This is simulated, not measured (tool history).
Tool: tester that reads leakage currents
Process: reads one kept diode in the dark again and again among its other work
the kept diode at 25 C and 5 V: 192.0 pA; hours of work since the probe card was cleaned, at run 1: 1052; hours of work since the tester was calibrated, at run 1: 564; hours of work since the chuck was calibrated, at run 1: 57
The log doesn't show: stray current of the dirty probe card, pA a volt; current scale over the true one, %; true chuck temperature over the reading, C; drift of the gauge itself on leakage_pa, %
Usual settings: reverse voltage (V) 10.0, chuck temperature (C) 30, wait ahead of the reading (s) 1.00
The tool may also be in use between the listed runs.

run,hour,reverse voltage (V),chuck temperature (C),wait ahead of the reading (s),hours of work since the probe card was cleaned,hours of work since the tester was calibrated,hours of work since the chuck was calibrated,current that the tester gives (pA)
1,0.0,10.0,30,1.00,1052,564,57,429.10
2,52.9,10.0,30,4.85,1075,587,80,424.00
3,104.2,10.0,30,1.00,1097,609,102,422.44
4,135.7,10.0,30,1.00,1110,623,115,422.73
5,189.3,10.0,30,1.00,1134,646,138,419.98
6,219.9,10.0,30,1.00,1147,659,152,422.09
7,276.6,10.0,56,1.00,1171,683,176,3377.80
8,320.1,2.5,30,1.00,1190,702,195,199.37
9,380.3,2.5,30,1.00,1216,728,221,198.00
10,412.7,2.5,30,1.00,1230,742,235,198.51
11,456.2,2.5,30,1.00,1249,761,254,196.98
12,488.4,15.5,30,1.00,1263,775,267,517.97
13,530.8,4.8,30,1.00,1281,793,286,276.94
14,589.9,10.0,30,1.00,1306,818,311,408.10
15,620.4,10.0,30,1.00,1319,832,324,405.72
16,646.5,10.0,30,7.78,1331,843,336,404.94
17,709.7,18.0,30,1.00,1358,870,363,554.34
18,756.7,3.6,30,1.00,1378,890,383,234.52
19,817.5,3.6,30,1.00,1405,917,409,232.56
20,873.3,3.6,30,1.00,1429,941,433,230.95
21,905.6,2.0,30,1.00,1443,955,447,169.12
22,939.9,3.2,30,1.00,1457,969,462,216.32
23,993.1,1.1,24,0.95,1480,992,485,71.21

The next listed run, before its measurement:
24,1053.0,4.9,24,0.95,1506,1018,511,?

{"run 24": {"current that the tester gives (pA)": 157.76}}
Without the tool's hidden state the same run would have given current that the tester gives (pA) 174.11.
